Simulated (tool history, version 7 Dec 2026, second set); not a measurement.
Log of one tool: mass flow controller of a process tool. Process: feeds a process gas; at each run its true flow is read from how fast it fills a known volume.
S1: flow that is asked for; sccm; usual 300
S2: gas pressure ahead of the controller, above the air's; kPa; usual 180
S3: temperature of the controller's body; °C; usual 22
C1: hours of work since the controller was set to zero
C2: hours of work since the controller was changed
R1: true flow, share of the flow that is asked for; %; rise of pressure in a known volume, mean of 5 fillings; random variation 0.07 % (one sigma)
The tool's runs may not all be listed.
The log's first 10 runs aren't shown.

run 11 hour=1410.2 | S1=424 S2=180 S3=22 | C1=690 C2=690 | R1=98.89
run 12 hour=1536.6 | S1=300 S2=180 S3=22 | C1=734 C2=734 | R1=98.38
run 13 hour=1692.4 | S1=83 S2=180 S3=22 | C1=787 C2=787 | R1=97.97
run 14 hour=1805.6 | S1=83 S2=180 S3=22 | C1=826 C2=826 | R1=97.83
run 15 hour=1930.5 | S1=300 S2=163 S3=22 | C1=869 C2=869 | R1=98.45
run 16 hour=2030.2 | S1=300 S2=180 S3=22 | C1=903 C2=903 | R1=98.36
run 17 hour=2148.3 | S1=300 S2=205 S3=22 | C1=943 C2=943 | R1=98.22
run 18 hour=2249.8 | S1=300 S2=180 S3=22 | C1=978 C2=978 | R1=98.24
run 19 hour=2363 | S1=300 S2=180 S3=22 | C1=1017 C2=1017 | R1=98.34
run 20 hour=2544.9 | S1=300 S2=180 S3=22 | C1=1079 C2=1079 | R1=98.23
run 21 hour=2753.1 | S1=300 S2=170 S3=23 | C1=1150 C2=1150 | R1=98.29
run 22 hour=2851.1 | S1=375 S2=271 S3=22 | C1=1184 C2=1184 | R1=97.77
run 23 hour=3013.3 | S1=96 S2=216 S3=34 | C1=1239 C2=1239 | R1=98.34

Forecast run 24:
run 24 hour=3208.9 | S1=96 S2=216 S3=34 | C1=1306 C2=1306 | R1=?

Run 24 gave R1 98.37 %.
Without the tool's hidden state the same run would have given R1 98.6 %.
